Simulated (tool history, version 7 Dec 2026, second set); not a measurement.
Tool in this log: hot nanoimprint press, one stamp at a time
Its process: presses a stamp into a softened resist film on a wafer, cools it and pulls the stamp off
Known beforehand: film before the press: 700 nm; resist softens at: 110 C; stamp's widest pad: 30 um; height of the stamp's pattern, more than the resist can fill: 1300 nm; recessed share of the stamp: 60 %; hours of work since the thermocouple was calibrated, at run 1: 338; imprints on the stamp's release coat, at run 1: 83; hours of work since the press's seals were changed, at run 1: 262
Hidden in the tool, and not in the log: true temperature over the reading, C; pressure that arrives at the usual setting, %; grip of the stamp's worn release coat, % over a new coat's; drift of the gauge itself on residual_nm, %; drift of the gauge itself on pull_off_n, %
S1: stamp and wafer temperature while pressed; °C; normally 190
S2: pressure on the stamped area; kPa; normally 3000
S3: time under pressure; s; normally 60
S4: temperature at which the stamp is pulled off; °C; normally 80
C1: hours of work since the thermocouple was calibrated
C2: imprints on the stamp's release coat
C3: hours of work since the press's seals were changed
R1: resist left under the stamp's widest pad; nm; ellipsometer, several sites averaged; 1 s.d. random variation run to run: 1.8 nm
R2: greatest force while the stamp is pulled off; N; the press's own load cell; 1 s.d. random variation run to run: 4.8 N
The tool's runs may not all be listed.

{"run": 1, "hour": 0.0, "S1": 190, "S2": 3000, "S3": 60, "S4": 80, "C1": 338, "C2": 83, "C3": 262, "R1": 297.5, "R2": 234}
{"run": 2, "hour": 11.0, "S1": 190, "S2": 3000, "S3": 116, "S4": 80, "C1": 343, "C2": 102, "C3": 267, "R1": 226.5, "R2": 238}
{"run": 3, "hour": 22.9, "S1": 201, "S2": 3000, "S3": 60, "S4": 80, "C1": 348, "C2": 122, "C3": 272, "R1": 185.6, "R2": 241}
{"run": 4, "hour": 35.7, "S1": 190, "S2": 3780, "S3": 60, "S4": 80, "C1": 353, "C2": 143, "C3": 278, "R1": 269.1, "R2": 234}
{"run": 5, "hour": 46.8, "S1": 190, "S2": 3000, "S3": 110, "S4": 80, "C1": 358, "C2": 162, "C3": 282, "R1": 230.3, "R2": 236}
{"run": 6, "hour": 59.0, "S1": 190, "S2": 3000, "S3": 60, "S4": 73, "C1": 363, "C2": 183, "C3": 288, "R1": 298.9, "R2": 279}
{"run": 7, "hour": 73.1, "S1": 190, "S2": 3000, "S3": 60, "S4": 73, "C1": 369, "C2": 206, "C3": 294, "R1": 296.9, "R2": 260}
{"run": 8, "hour": 83.9, "S1": 190, "S2": 3000, "S3": 60, "S4": 73, "C1": 374, "C2": 225, "C3": 298, "R1": 295.2, "R2": 269}
{"run": 9, "hour": 95.7, "S1": 190, "S2": 4520, "S3": 60, "S4": 73, "C1": 379, "C2": 244, "C3": 303, "R1": 240, "R2": 264}
{"run": 10, "hour": 110.0, "S1": 190, "S2": 4520, "S3": 60, "S4": 73, "C1": 385, "C2": 268, "C3": 310, "R1": 244.9, "R2": 269}
{"run": 11, "hour": 120.7, "S1": 190, "S2": 3000, "S3": 63, "S4": 80, "C1": 390, "C2": 287, "C3": 314, "R1": 289.9, "R2": 238}
{"run": 12, "hour": 131.0, "S1": 190, "S2": 3000, "S3": 63, "S4": 80, "C1": 394, "C2": 304, "C3": 319, "R1": 290.9, "R2": 235}
{"run": 13, "hour": 138.2, "S1": 190, "S2": 3000, "S3": 63, "S4": 80, "C1": 397, "C2": 316, "C3": 322, "R1": 289.1, "R2": 240}
{"run": 14, "hour": 146.2, "S1": 190, "S2": 3000, "S3": 63, "S4": 80, "C1": 401, "C2": 330, "C3": 325, "R1": 292.9, "R2": 233}
{"run": 15, "hour": 159.9, "S1": 190, "S2": 3000, "S3": 60, "S4": 75, "C1": 407, "C2": 353, "C3": 331, "R1": 298.5, "R2": 263}
{"run": 16, "hour": 175.1, "S1": 190, "S2": 3000, "S3": 60, "S4": 75, "C1": 413, "C2": 378, "C3": 337, "R1": 296.4, "R2": 261}
{"run": 17, "hour": 186.6, "S1": 190, "S2": 3000, "S3": 60, "S4": 75, "C1": 418, "C2": 398, "C3": 342, "R1": 296.6, "R2": 265}
{"run": 18, "hour": 202.8, "S1": 195, "S2": 2280, "S3": 60, "S4": 80, "C1": 425, "C2": 425, "C3": 349, "R1": 276, "R2": 235}
{"run": 19, "hour": 214.4, "S1": 190, "S2": 3000, "S3": 98, "S4": 65, "C1": 430, "C2": 445, "C3": 354, "R1": 244.9, "R2": 320}
{"run": 20, "hour": 226.9, "S1": 191, "S2": 3000, "S3": 60, "S4": 70, "C1": 436, "C2": 466, "C3": 360, "R1": 282.1, "R2": 292}
{"run": 21, "hour": 243.4, "S1": 191, "S2": 3000, "S3": 60, "S4": 70, "C1": 443, "C2": 493, "C3": 367, "R1": 286.9, "R2": 290}
{"run": 22, "hour": 251.6, "S1": 188, "S2": 2710, "S3": 35, "S4": 80, "C1": 446, "C2": 507, "C3": 370, "R1": 404.6, "R2": 238}
{"run": 23, "hour": 258.7, "S1": 194, "S2": 3010, "S3": 42, "S4": 71, "C1": 449, "C2": 519, "C3": 373, "R1": 287.5, "R2": 285}
{"run": 24, "hour": 275.0, "S1": 190, "S2": 3550, "S3": 60, "S4": 86, "C1": 456, "C2": 547, "C3": 380, "R1": 274.4, "R2": 199}
{"run": 25, "hour": 287.8, "S1": 189, "S2": 3720, "S3": 94, "S4": 80, "C1": 462, "C2": 568, "C3": 386, "R1": 236.4, "R2": 239}
{"run": 26, "hour": 298.7, "S1": 189, "S2": 3720, "S3": 94, "S4": 80, "C1": 466, "C2": 587, "C3": 391, "R1": 232.5, "R2": 235}
{"run": 27, "hour": 305.9, "S1": 189, "S2": 3720, "S3": 94, "S4": 80, "C1": 469, "C2": 599, "C3": 394, "R1": 235.6, "R2": 233}
{"run": 28, "hour": 315.7, "S1": 189, "S2": 3720, "S3": 94, "S4": 80, "C1": 474, "C2": 615, "C3": 398, "R1": 235.1, "R2": 233}
{"run": 29, "hour": 323.5, "S1": 189, "S2": 2330, "S3": 94, "S4": 80, "C1": 477, "C2": 628, "C3": 401, "R1": 294.9, "R2": 238}

Alternative continuations, all from the tool just after run 29; predict every row:
{"run": "A", "hour": 331.6, "S1": 196, "S2": 3000, "S3": 57, "S4": 80, "C1": 481, "C2": 642, "C3": 405, "R1": "?", "R2": "?"}
{"run": "B", "hour": 331.6, "S1": 200, "S2": 3000, "S3": 56, "S4": 69, "C1": 481, "C2": 642, "C3": 405, "R1": "?", "R2": "?"}
{"run": "C", "hour": 331.6, "S1": 190, "S2": 2330, "S3": 72, "S4": 79, "C1": 481, "C2": 642, "C3": 405, "R1": "?", "R2": "?"}

run=A R1=235.5 R2=239
run=B R1=200.7 R2=293
run=C R1=310.8 R2=245
What these runs would have given with no unlogged condition in the tool:
run=A R1=234.9 R2=238
run=B R1=200.2 R2=292
run=C R1=310.1 R2=244
